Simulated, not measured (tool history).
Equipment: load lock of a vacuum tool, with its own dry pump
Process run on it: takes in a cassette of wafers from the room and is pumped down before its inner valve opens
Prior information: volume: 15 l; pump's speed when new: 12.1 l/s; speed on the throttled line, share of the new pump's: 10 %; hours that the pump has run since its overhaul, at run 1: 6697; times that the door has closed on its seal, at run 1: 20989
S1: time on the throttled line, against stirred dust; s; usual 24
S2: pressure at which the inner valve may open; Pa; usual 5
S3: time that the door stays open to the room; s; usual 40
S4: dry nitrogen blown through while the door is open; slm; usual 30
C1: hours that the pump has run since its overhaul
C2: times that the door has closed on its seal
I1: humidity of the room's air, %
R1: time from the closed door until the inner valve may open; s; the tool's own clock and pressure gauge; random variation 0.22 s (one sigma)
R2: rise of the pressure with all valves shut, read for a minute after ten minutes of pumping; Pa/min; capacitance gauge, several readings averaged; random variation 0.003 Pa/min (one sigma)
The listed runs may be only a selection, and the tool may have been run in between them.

run 1 hour=0.0 | S1=24 S2=5 S3=40 S4=30 | C1=6697 C2=20989 | I1=45.4 | R1=34.7 R2=0.117
run 2 hour=144.8 | S1=24 S2=5 S3=40 S4=30 | C1=6842 C2=21583 | I1=43.1 | R1=34.9 R2=0.123
run 3 hour=218.6 | S1=44 S2=5 S3=40 S4=30 | C1=6915 C2=21885 | I1=47.5 | R1=52.3 R2=0.128
run 4 hour=319.6 | S1=44 S2=5 S3=40 S4=30 | C1=7017 C2=22300 | I1=45.5 | R1=52.8 R2=0.125
run 5 hour=420.5 | S1=44 S2=5 S3=40 S4=30 | C1=7117 C2=22713 | I1=44.9 | R1=52.6 R2=0.134
run 6 hour=554.7 | S1=44 S2=5 S3=40 S4=30 | C1=7252 C2=23264 | I1=45.1 | R1=53.1 R2=0.131
run 7 hour=639.0 | S1=24 S2=5 S3=40 S4=6 | C1=7336 C2=23609 | I1=44.6 | R1=34.9 R2=0.155
run 8 hour=743.7 | S1=24 S2=5 S3=40 S4=30 | C1=7441 C2=24039 | I1=48.2 | R1=35.0 R2=0.144
run 9 hour=822.2 | S1=24 S2=5 S3=40 S4=30 | C1=7519 C2=24361 | I1=44.2 | R1=34.8 R2=0.136
run 10 hour=904.0 | S1=24 S2=5 S3=40 S4=42 | C1=7601 C2=24696 | I1=44.9 | R1=35.0 R2=0.129
run 11 hour=1004.0 | S1=14 S2=5 S3=35 S4=42 | C1=7701 C2=25106 | I1=42.9 | R1=25.9 R2=0.136
run 12 hour=1119.2 | S1=14 S2=5 S3=35 S4=42 | C1=7816 C2=25578 | I1=44.8 | R1=25.8 R2=0.138
run 13 hour=1237.2 | S1=46 S2=5 S3=165 S4=38 | C1=7934 C2=26063 | I1=47.0 | R1=55.4 R2=0.176
run 14 hour=1310.7 | S1=46 S2=5 S3=137 S4=8 | C1=8008 C2=26364 | I1=45.5 | R1=54.7 R2=0.197
run 15 hour=1387.7 | S1=21 S2=10 S3=29 S4=9 | C1=8085 C2=26680 | I1=45.9 | R1=31.3 R2=0.162
run 16 hour=1503.1 | S1=21 S2=10 S3=29 S4=9 | C1=8200 C2=27153 | I1=45.0 | R1=31.4 R2=0.165
run 17 hour=1580.4 | S1=29 S2=9 S3=90 S4=33 | C1=8277 C2=27470 | I1=46.2 | R1=38.7 R2=0.173
run 18 hour=1701.0 | S1=47 S2=4 S3=50 S4=33 | C1=8398 C2=27965 | I1=45.0 | R1=56.2 R2=0.166
run 19 hour=1806.1 | S1=21 S2=7 S3=40 S4=30 | C1=8503 C2=28396 | I1=46.0 | R1=31.6 R2=0.169
run 20 hour=1875.7 | S1=36 S2=7 S3=224 S4=30 | C1=8573 C2=28681 | I1=43.5 | R1=45.6 R2=0.209

Below are 4 alternative next runs, each starting from the tool's condition after run 20. Predict each:
run A hour=2003.0 | S1=42 S2=7 S3=138 S4=30 | C1=8700 C2=29203 | I1=44.5 | R1=? R2=?
run B hour=2003.0 | S1=16 S2=5 S3=40 S4=30 | C1=8700 C2=29203 | I1=41.5 | R1=? R2=?
run C hour=2003.0 | S1=24 S2=5 S3=27 S4=6 | C1=8700 C2=29203 | I1=44.4 | R1=? R2=?
run D hour=2003.0 | S1=41 S2=9 S3=47 S4=30 | C1=8700 C2=29203 | I1=46.9 | R1=? R2=?

run=A R1=50.6 R2=0.193
run=B R1=28.1 R2=0.173
run=C R1=35.0 R2=0.178
run=D R1=49.4 R2=0.172
With the hidden condition removed and each run's random variation left untouched, the same runs would have given:
run=A R1=49.8 R2=0.058
run=B R1=26.9 R2=0.037
run=C R1=34.0 R2=0.045
run=D R1=48.6 R2=0.041
